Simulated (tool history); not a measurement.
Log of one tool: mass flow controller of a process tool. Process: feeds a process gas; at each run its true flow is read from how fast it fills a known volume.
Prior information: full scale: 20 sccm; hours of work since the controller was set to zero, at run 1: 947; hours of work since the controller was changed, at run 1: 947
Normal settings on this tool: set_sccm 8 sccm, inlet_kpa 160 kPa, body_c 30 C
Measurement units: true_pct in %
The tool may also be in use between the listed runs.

run    hour  set_sccm  inlet_kpa  body_c  hours of work since the controller was set to zero  hours of work since the controller was changed  true_pct
  1     0.0         8        160      30                                                 947                                             947     98.78
  2   101.0         8        160      30                                                 991                                             991     98.89
  3   159.6         8        160      30                                                1016                                            1016     98.78
  4   213.7         6        160      30                                                1040                                            1040     98.49
  5   264.6         6        160      30                                                1062                                            1062     98.60
  6   327.5         6        160      30                                                1089                                            1089     98.58
  7   378.6         8        160      20                                                1111                                            1111     99.43
  8   440.1         4        160      20                                                1138                                            1138     98.91
  9   498.0         4        160      20                                                1163                                            1163     98.83
 10   546.7         4        160      20                                                1184                                            1184     98.95
 11   591.2         4        160      20                                                1203                                            1203     98.93
 12   678.5         3        160      30                                                1241                                            1241     98.51
 13   735.3         8        160      30                                                1265                                            1265     99.01
 14   805.2         8        160      30                                                1296                                            1296     99.02
 15   895.4         8        160      30                                                1335                                            1335     99.08
 16   952.4         8        160      30                                                1359                                            1359     99.17
 17  1011.2         8        160      30                                                1385                                            1385     99.24
 18  1106.2         8        171      30                                                1426                                            1426     99.14
 19  1151.2         8        160      21                                                1445                                            1445     99.52
 20  1209.4         8        160      30                                                1470                                            1470     99.25
 21  1274.2         8        160      30                                                1498                                            1498     99.27
 22  1383.3         8        160      30                                                1546                                            1546     99.28
 23  1469.3         8        160      30                                                1583                                            1583     99.33
 24  1513.7         8        160      30                                                1602                                            1602     99.35
 25  1604.2         5        271      30                                                1641                                            1641     99.19
 26  1703.8         5        271      30                                                1684                                            1684     99.30
 27  1767.5         3        271      23                                                1712                                            1712     99.64
 28  1820.2         3        271      23                                                1735                                            1735     99.46
 29  1927.8         3        271      26                                                1781                                            1781     99.42
 30  2036.0         2        160      30                                                1828                                            1828     99.09
 31  2115.0         2        160      38                                                1862                                            1862     98.93
 32  2165.2         4        160      31                                                1884                                            1884     99.10
 33  2260.4         3        174      30                                                1925                                            1925     99.27
 34  2349.2         2        163      28                                                1963                                            1963     99.44
 35  2438.5         4        160      33                                                2002                                            2002     99.10
 36  2515.9        17        233      23                                                2036                                            2036    101.45
 37  2620.2         7        268      24                                                2081                                            2081    100.14
 38  2701.4         7        268      24                                                2116                                            2116    100.21
 39  2781.1         7        268      24                                                2150                                            2150    100.21
 40  2866.5        10        268      36                                                2187                                            2187    100.23
 41  2913.6        10        268      32                                                2208                                            2208    100.25
 42  3024.2         8        146      22                                                2256                                            2256    100.22
 43  3112.0         8        146      22                                                2293                                            2293    100.26
 44  3163.4         3        160      23                                                2316                                            2316     99.90
 45  3207.9         4        193      21                                                2335                                            2335    100.05
 46  3252.6        13        202      30                                                2354                                            2354    100.83
 47  3319.9         8        160      31                                                2383                                            2383    100.09
 48  3423.8        15        189      21                                                2428                                            2428    101.55

The logged runs with the hidden state left out (each run's random variation unchanged):
The tool's hidden condition here consists of: flow at rest that the sensor doesn't see, % of full scale; true flow over the shown one, %; drift of the gauge itself on true_pct, %.
run  true_pct
  1     97.76
  2     97.83
  3     97.70
  4     97.35
  5     97.44
  6     97.39
  7     98.27
  8     97.59
  9     97.49
 10     97.58
 11     97.55
 12     97.00
 13     97.71
 14     97.69
 15     97.72
 16     97.78
 17     97.83
 18     97.70
 19     98.05
 20     97.76
 21     97.76
 22     97.73
 23     97.74
 24     97.75
 25     97.45
 26     97.51
 27     97.61
 28     97.42
 29     97.33
 30     96.67
 31     96.47
 32     97.03
 33     97.02
 34     96.86
 35     96.92
 36     99.58
 37     98.08
 38     98.12
 39     98.08
 40     98.15
 41     98.15
 42     98.03
 43     98.04
 44     97.22
 45     97.53
 46     98.66
 47     97.79
 48     99.33
